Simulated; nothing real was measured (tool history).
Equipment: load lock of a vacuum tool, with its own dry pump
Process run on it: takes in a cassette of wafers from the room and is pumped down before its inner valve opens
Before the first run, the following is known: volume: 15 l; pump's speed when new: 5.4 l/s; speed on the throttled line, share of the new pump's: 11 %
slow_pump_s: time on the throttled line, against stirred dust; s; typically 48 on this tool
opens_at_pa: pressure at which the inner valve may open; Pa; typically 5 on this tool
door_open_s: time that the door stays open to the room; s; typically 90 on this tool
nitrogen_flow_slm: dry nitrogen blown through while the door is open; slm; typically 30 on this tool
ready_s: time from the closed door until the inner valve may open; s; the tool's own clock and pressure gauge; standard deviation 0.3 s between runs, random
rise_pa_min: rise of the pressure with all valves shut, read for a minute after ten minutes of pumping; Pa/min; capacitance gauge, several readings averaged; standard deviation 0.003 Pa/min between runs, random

| run | hour | slow_pump_s | opens_at_pa | door_open_s | nitrogen_flow_slm | incoming humidity of the room's air, % | ready_s | rise_pa_min |
|---|---|---|---|---|---|---|---|---|
| 1 | 0 | 48 | 5 | 90 | 30 | 42.6 | 70.9 | 0.034 |
| 2 | 226.6 | 48 | 5 | 90 | 30 | 42.8 | 70.7 | 0.033 |
| 3 | 453.7 | 48 | 5 | 90 | 30 | 48.1 | 69.9 | 0.035 |
| 4 | 674.5 | 48 | 9 | 90 | 30 | 44.3 | 68.4 | 0.036 |
| 5 | 855.7 | 48 | 9 | 90 | 30 | 44.2 | 69.2 | 0.034 |
| 6 | 985.5 | 48 | 9 | 90 | 30 | 43.8 | 68.9 | 0.034 |
| 7 | 1176.4 | 48 | 5 | 90 | 30 | 45.7 | 70.5 | 0.033 |
| 8 | 1399.3 | 48 | 6 | 90 | 30 | 43.2 | 70.1 | 0.038 |
| 9 | 1511.8 | 48 | 5 | 90 | 13 | 43.3 | 71 | 0.05 |
| 10 | 1634.9 | 48 | 6 | 90 | 30 | 49.6 | 69.8 | 0.036 |
| 11 | 1747.2 | 48 | 6 | 90 | 30 | 44.4 | 70.4 | 0.033 |
| 12 | 1927.5 | 24 | 5 | 90 | 30 | 44.8 | 48.9 | 0.031 |
| 13 | 2101.6 | 24 | 5 | 90 | 30 | 44.8 | 49.7 | 0.036 |
| 14 | 2228.9 | 24 | 5 | 90 | 30 | 45.8 | 48.8 | 0.034 |
| 15 | 2348.9 | 24 | 5 | 90 | 30 | 43.4 | 49.3 | 0.032 |
| 16 | 2449.9 | 24 | 5 | 29 | 30 | 44.6 | 49.3 | 0.023 |
| 17 | 2614.9 | 24 | 5 | 29 | 30 | 43 | 49.2 | 0.021 |
| 18 | 2837.9 | 48 | 5 | 90 | 30 | 46.8 | 70.8 | 0.033 |
| 19 | 2967.7 | 48 | 9 | 59 | 26 | 42.6 | 69.2 | 0.028 |
| 20 | 3130.1 | 63 | 9 | 170 | 26 | 44.3 | 81.4 | 0.053 |
| 21 | 3233.7 | 63 | 9 | 170 | 26 | 42 | 82.6 | 0.051 |
| 22 | 3383.4 | 57 | 9 | 170 | 26 | 42.2 | 77.1 | 0.053 |
| 23 | 3506.4 | 57 | 7 | 38 | 26 | 46 | 77.8 | 0.028 |
| 24 | 3719.9 | 94 | 5 | 60 | 17 | 45.9 | 110.8 | 0.041 |
| 25 | 3915.5 | 48 | 5 | 110 | 25 | 44.4 | 70.3 | 0.047 |
| 26 | 4019.9 | 48 | 5 | 110 | 39 | 46.6 | 70.3 | 0.037 |
| 27 | 4176.5 | 26 | 4 | 62 | 34 | 43.8 | 51.8 | 0.022 |
| 28 | 4320.4 | 48 | 5 | 68 | 30 | 45.9 | 70.5 | 0.029 |
| 29 | 4417 | 48 | 5 | 68 | 30 | 45.9 | 70.3 | 0.024 |
| 30 | 4510.1 | 82 | 7 | 123 | 12 | 45.2 | 100 | 0.072 |
| 31 | 4684.6 | 55 | 8 | 123 | 12 | 44 | 75.3 | 0.067 |
| 32 | 4805.8 | 55 | 8 | 123 | 12 | 46.8 | 75.4 | 0.076 |
| 33 | 4968 | 48 | 7 | 166 | 30 | 45.6 | 69.8 | 0.052 |
| 34 | 5118.4 | 48 | 4 | 162 | 30 | 46.6 | 71 | 0.049 |
| 35 | 5232.3 | 48 | 5 | 90 | 30 | 43.6 | 71.1 | 0.038 |
| 36 | 5452.1 | 77 | 5 | 129 | 30 | 42.5 | 96.3 | 0.045 |

Each row is a separate what-if for the run after 36, all from the same tool condition, not one after another. Results?
| A | 5567.9 | 37 | 5 | 90 | 30 | 44.8 | ? | ? |
| B | 5567.9 | 77 | 5 | 129 | 41 | 43.7 | ? | ? |
| C | 5567.9 | 77 | 5 | 37 | 9 | 45.4 | ? | ? |

| run | ready_s | rise_pa_min |
|---|---|---|
| A | 60.9 | 0.041 |
| B | 96.9 | 0.034 |
| C | 95.8 | 0.044 |
Take away the tool's hidden state, keep each run's random variation, and the runs would have read:
| run | ready_s | rise_pa_min |
|---|---|---|
| A | 60.9 | 0.039 |
| B | 96.8 | 0.032 |
| C | 95.8 | 0.042 |

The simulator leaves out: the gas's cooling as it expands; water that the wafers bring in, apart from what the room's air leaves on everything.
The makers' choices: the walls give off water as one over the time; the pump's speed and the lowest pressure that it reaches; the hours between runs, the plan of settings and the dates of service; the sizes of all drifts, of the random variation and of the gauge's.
